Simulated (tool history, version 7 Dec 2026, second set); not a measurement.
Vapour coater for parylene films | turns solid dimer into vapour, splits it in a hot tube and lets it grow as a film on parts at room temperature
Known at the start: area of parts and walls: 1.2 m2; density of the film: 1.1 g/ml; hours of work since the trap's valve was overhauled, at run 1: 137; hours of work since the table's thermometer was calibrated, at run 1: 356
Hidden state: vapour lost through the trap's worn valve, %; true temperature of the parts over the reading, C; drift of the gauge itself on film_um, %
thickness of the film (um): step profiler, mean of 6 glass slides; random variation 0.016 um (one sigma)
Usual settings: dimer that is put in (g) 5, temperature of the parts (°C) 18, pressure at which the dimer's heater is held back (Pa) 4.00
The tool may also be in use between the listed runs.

run,hour,dimer that is put in (g),temperature of the parts (°C),pressure at which the dimer's heater is held back (Pa),hours of work since the trap's valve was overhauled,hours of work since the table's thermometer was calibrated,thickness of the film (um)
1,0.0,5,18,4.00,137,356,2.83
2,13.1,7,18,4.00,148,367,3.93
3,24.1,7,18,4.00,157,376,3.95
4,42.8,3,18,4.00,172,392,1.70
5,52.1,3,18,4.00,180,399,1.69
6,61.4,3,18,4.00,188,407,1.69
7,79.3,3,18,4.00,203,422,1.70
8,98.7,5,18,2.56,219,438,3.01
9,107.9,6,20,4.00,227,446,3.30
# hour 120.3: trap's valve overhauled
10,123.7,5,18,5.59,3,456,2.72
11,142.1,5,16,4.00,18,471,2.96
12,154.1,4,18,6.60,28,481,2.12
13,171.8,4,18,6.60,43,496,2.16
14,187.7,4,18,6.60,56,510,2.17
15,204.6,4,18,6.60,71,524,2.17

5 ways to go on from here, each from the tool as it stands after run 15. What would each give?
A,212.6,6,19,5.30,77,530,?
B,212.6,7,18,2.33,77,530,?
C,212.6,2,11,11.40,77,530,?
D,212.6,4,20,6.60,77,530,?
E,212.6,3,30,4.25,77,530,?

run,thickness of the film (um)
A,3.27
B,4.34
C,1.11
D,2.08
E,1.42
Without the tool's hidden state the same runs would have given:
run,thickness of the film (um)
A,3.21
B,4.26
C,1.08
D,2.04
E,1.39
